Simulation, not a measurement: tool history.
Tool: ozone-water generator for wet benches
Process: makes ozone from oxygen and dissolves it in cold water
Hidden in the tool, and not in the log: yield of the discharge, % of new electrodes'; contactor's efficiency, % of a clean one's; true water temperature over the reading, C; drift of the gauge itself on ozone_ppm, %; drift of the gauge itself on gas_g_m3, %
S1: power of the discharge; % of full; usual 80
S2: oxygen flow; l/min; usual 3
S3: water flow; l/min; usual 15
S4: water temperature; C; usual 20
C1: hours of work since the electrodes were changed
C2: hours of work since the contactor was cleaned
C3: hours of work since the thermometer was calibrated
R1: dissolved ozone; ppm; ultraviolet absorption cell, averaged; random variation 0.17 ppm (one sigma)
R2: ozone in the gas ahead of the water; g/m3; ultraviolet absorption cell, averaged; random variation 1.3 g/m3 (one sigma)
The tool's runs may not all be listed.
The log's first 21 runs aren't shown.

run	hour	S1	S2	S3	S4	C1	C2	C3	R1	R2
22	3830.6	99	3.19	10	13	3450	5656	2716	36.7	260.1
23	4018.4	97	3	10	15	3595	5801	2861	34.3	260
24	4195.8	80	3.69	15	20	3733	5938	2999	20.9	212.1
25	4409.6	70	3	15	20	3898	6104	3164	17.8	203.1
26	4530.3	80	3	15	14	3991	6197	3257	21.2	222.9
27	4633	86	3	14	14	4071	6277	3337	23.9	233.9
28	4824.8	53	4.57	14	14	4219	6425	3485	18.5	143.5
29	4992.7	79	1.72	9	13	4349	6555	3615	28	262.4
30	5147.5	79	1.72	13	19	4469	6675	3735	18.6	263.1
31	5274.3	96	2.13	13	14	4567	6773	3833	24.1	281.9
32	5447.4	96	2.13	13	14	4701	6907	3967	24.1	280.4
33	5605	96	2.65	13	14	4823	7029	4089	25.9	261.3

Forecast each of these 3 alternatives for the next run:
# hour 5796.5: contactor cleaned
A	5825	96	4.11	20	14	4990	22	4256	?	?
# hour 5796.5: contactor cleaned
B	5825	96	1.54	21	21	4990	22	4256	?	?
# hour 5796.5: contactor cleaned
C	5825	80	3	15	13	4990	22	4256	?	?

run	R1	R2
A	20.8	225.4
B	12.6	306.9
C	22	216.7
Without the tool's hidden state the same runs would have given:
run	R1	R2
A	24.5	264.1
B	14.9	359.6
C	25.4	249.6
